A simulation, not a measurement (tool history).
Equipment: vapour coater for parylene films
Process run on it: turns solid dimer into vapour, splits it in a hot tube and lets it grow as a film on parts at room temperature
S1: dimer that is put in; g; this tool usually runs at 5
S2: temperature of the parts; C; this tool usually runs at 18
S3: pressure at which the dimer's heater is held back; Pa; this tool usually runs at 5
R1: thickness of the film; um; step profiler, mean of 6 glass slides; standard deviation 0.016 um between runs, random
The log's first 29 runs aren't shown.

Run 30, hour 458.5: usual settings but S2 21 C, S3 11.08 Pa. Result: R1 1.43 um.
Run 31, hour 479.1: usual settings but S1 7 g, S2 21 C, S3 2.15 Pa. Result: R1 2.45 um.
Run 32, hour 491: usual settings but S1 2 g, S2 21 C, S3 2.15 Pa. Result: R1 0.69 um.
Run 33, hour 508.1: usual settings but S1 7 g, S2 25 C, S3 4.09 Pa. Result: R1 1.8 um.
Run 34, hour 518.8: usual settings but S2 25 C, S3 2.91 Pa. Result: R1 1.37 um.
Run 35, hour 531.2: usual settings but S2 14 C, S3 2.12 Pa. Result: R1 2.46 um.
Run 36, hour 545.3: usual settings but S2 14 C, S3 2.12 Pa. Result: R1 2.5 um.
Run 37, hour 566.7: usual settings but S1 6 g, S2 23 C. Result: R1 1.68 um.
Run 38, hour 589.1: usual settings but S1 7 g. Result: R1 2.46 um.
Run 39, hour 610.8: usual settings but S1 7 g. Result: R1 2.46 um.
Run 40, hour 625.9: usual settings but S1 7 g. Result: R1 2.46 um.

Predict each of these 4 candidate next runs independently; none follows another, all start after run 40:
Run A, hour 638: usual settings but S1 7 g, S2 20 C, S3 8.81 Pa. Result: R1 ?.
Run B, hour 638: usual settings but S1 2 g. Result: R1 ?.
Run C, hour 638: usual settings but S1 7 g, S2 20 C. Result: R1 ?.
Run D, hour 638: usual settings but S2 22 C, S3 7.93 Pa. Result: R1 ?.

run    R1
  A  2.06
  B  0.71
  C  2.24
  D  1.36
Had the tool no hidden state, the same runs would have come out as:
run    R1
  A  2.35
  B  0.81
  C  2.55
  D  1.54

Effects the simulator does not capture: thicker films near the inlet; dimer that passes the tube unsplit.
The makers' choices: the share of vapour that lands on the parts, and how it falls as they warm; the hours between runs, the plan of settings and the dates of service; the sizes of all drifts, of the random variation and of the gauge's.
